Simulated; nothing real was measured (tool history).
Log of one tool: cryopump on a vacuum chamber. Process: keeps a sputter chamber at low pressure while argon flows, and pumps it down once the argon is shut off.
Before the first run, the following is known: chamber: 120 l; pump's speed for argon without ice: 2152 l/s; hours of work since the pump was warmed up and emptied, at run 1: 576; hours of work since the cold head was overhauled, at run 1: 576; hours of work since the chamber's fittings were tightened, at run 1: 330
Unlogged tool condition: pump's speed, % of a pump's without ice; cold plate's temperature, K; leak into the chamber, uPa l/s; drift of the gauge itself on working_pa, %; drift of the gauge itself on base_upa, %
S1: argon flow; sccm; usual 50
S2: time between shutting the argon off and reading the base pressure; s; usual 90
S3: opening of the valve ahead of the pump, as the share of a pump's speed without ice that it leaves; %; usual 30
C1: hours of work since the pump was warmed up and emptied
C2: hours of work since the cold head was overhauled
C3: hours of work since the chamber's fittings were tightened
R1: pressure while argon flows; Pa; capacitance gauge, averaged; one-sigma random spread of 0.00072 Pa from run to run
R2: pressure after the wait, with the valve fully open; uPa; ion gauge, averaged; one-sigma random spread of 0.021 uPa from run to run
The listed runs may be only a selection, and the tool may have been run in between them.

{"run": 1, "hour": 0.0, "S1": 50, "S2": 90, "S3": 30, "C1": 576, "C2": 576, "C3": 330, "R1": 0.1443, "R2": 0.5}
{"run": 2, "hour": 19.7, "S1": 50, "S2": 90, "S3": 30, "C1": 584, "C2": 584, "C3": 338, "R1": 0.1462, "R2": 0.52}
{"run": 3, "hour": 56.2, "S1": 50, "S2": 90, "S3": 28, "C1": 599, "C2": 599, "C3": 354, "R1": 0.1555, "R2": 0.5}
{"run": 4, "hour": 91.2, "S1": 80, "S2": 90, "S3": 30, "C1": 614, "C2": 614, "C3": 368, "R1": 0.2337, "R2": 0.52}
{"run": 5, "hour": 121.1, "S1": 50, "S2": 119, "S3": 30, "C1": 627, "C2": 627, "C3": 381, "R1": 0.1467, "R2": 0.48}
{"run": 6, "hour": 144.2, "S1": 50, "S2": 119, "S3": 30, "C1": 636, "C2": 636, "C3": 390, "R1": 0.1476, "R2": 0.44}
{"run": 7, "hour": 181.8, "S1": 50, "S2": 90, "S3": 18, "C1": 652, "C2": 652, "C3": 406, "R1": 0.2342, "R2": 0.5}
{"run": 8, "hour": 210.9, "S1": 50, "S2": 90, "S3": 18, "C1": 664, "C2": 664, "C3": 418, "R1": 0.2384, "R2": 0.56}
{"run": 9, "hour": 236.8, "S1": 49, "S2": 90, "S3": 30, "C1": 675, "C2": 675, "C3": 429, "R1": 0.1449, "R2": 0.53}
{"run": 10, "hour": 265.6, "S1": 49, "S2": 64, "S3": 45, "C1": 687, "C2": 687, "C3": 441, "R1": 0.1032, "R2": 0.66}
{"run": 11, "hour": 301.6, "S1": 50, "S2": 90, "S3": 22, "C1": 702, "C2": 702, "C3": 457, "R1": 0.1968, "R2": 0.55}
{"run": 12, "hour": 332.7, "S1": 50, "S2": 90, "S3": 22, "C1": 715, "C2": 715, "C3": 470, "R1": 0.1981, "R2": 0.57}
{"run": 13, "hour": 365.7, "S1": 50, "S2": 90, "S3": 19, "C1": 729, "C2": 729, "C3": 483, "R1": 0.2277, "R2": 0.54}
{"run": 14, "hour": 402.5, "S1": 67, "S2": 31, "S3": 37, "C1": 745, "C2": 745, "C3": 499, "R1": 0.1699, "R2": 0.96}
{"hour": 419.5, "done": "pump warmed up, emptied and cooled again"}
{"run": 15, "hour": 435.9, "S1": 67, "S2": 31, "S3": 37, "C1": 7, "C2": 757, "C3": 511, "R1": 0.1437, "R2": 0.82}
{"run": 16, "hour": 472.0, "S1": 93, "S2": 90, "S3": 30, "C1": 22, "C2": 772, "C3": 526, "R1": 0.2451, "R2": 0.45}
{"run": 17, "hour": 508.8, "S1": 27, "S2": 65, "S3": 17, "C1": 37, "C2": 787, "C3": 541, "R1": 0.1247, "R2": 0.5}
{"run": 18, "hour": 527.4, "S1": 50, "S2": 30, "S3": 31, "C1": 45, "C2": 795, "C3": 549, "R1": 0.1271, "R2": 0.87}

For each run, the measured value with the value that run would have given without the tool's hidden condition subtracted. The run-to-run variation is shared by both, the gauge scatter possibly not:
run=1 R1=+0.0145 R2=+0.15
run=2 R1=+0.0149 R2=+0.16
run=3 R1=+0.0154 R2=+0.17
run=4 R1=+0.0255 R2=+0.17
run=5 R1=+0.0164 R2=+0.17
run=6 R1=+0.0167 R2=+0.18
run=7 R1=+0.0173 R2=+0.19
run=8 R1=+0.018 R2=+0.19
run=9 R1=+0.0177 R2=+0.19
run=10 R1=+0.0181 R2=+0.2
run=11 R1=+0.0192 R2=+0.21
run=12 R1=+0.0198 R2=+0.22
run=13 R1=+0.0204 R2=+0.22
run=14 R1=+0.0279 R2=+0.23
run=15 R1=+0.0011 R2=+0.11
run=16 R1=+0.002 R2=+0.12
run=17 R1=+0.0008 R2=+0.11
run=18 R1=+0.0015 R2=+0.12

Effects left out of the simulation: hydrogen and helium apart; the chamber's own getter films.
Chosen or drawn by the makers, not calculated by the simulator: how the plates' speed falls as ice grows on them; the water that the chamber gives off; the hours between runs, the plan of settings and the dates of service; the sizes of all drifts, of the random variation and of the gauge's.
